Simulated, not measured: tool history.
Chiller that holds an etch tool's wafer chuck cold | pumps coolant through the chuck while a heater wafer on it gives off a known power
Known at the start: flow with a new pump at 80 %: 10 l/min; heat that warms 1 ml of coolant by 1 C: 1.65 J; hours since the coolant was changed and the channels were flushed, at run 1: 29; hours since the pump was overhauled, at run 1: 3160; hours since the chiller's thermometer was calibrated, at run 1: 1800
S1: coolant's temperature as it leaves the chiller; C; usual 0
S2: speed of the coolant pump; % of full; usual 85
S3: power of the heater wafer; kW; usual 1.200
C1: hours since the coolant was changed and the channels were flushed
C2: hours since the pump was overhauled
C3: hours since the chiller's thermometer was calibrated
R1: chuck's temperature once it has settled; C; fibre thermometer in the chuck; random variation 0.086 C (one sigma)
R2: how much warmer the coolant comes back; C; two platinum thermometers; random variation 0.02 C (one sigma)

run 1 day=0.000 | S1=0 S2=85 S3=1.200 | C1=29 C2=3160 C3=1800 | R1=10.07 R2=4.43
run 2 day=2.608 | S1=0 S2=85 S3=1.200 | C1=92 C2=3223 C3=1863 | R1=10.11 R2=4.42
run 3 day=5.450 | S1=0 S2=85 S3=1.200 | C1=160 C2=3291 C3=1931 | R1=10.35 R2=4.43
run 4 day=9.692 | S1=0 S2=85 S3=1.200 | C1=262 C2=3393 C3=2033 | R1=10.04 R2=4.44
run 5 day=11.838 | S1=0 S2=85 S3=1.200 | C1=313 C2=3445 C3=2084 | R1=10.23 R2=4.44
run 6 day=16.129 | S1=0 S2=85 S3=1.200 | C1=416 C2=3547 C3=2187 | R1=10.04 R2=4.45
run 7 day=20.946 | S1=0 S2=85 S3=1.200 | C1=532 C2=3663 C3=2303 | R1=10.30 R2=4.46
run 8 day=24.504 | S1=-3 S2=85 S3=1.200 | C1=617 C2=3749 C3=2388 | R1=7.23 R2=4.49

Run 9 comes next. What will it give?
run 9 day=27.625 | S1=0 S2=85 S3=0.877 | C1=692 C2=3823 C3=2463 | R1=? R2=?

{"run 9": {"R1": 7.54, "R2": 3.27}}
Without the tool's hidden state the same run would have given R1 7.32 C, R2 3.00 C.
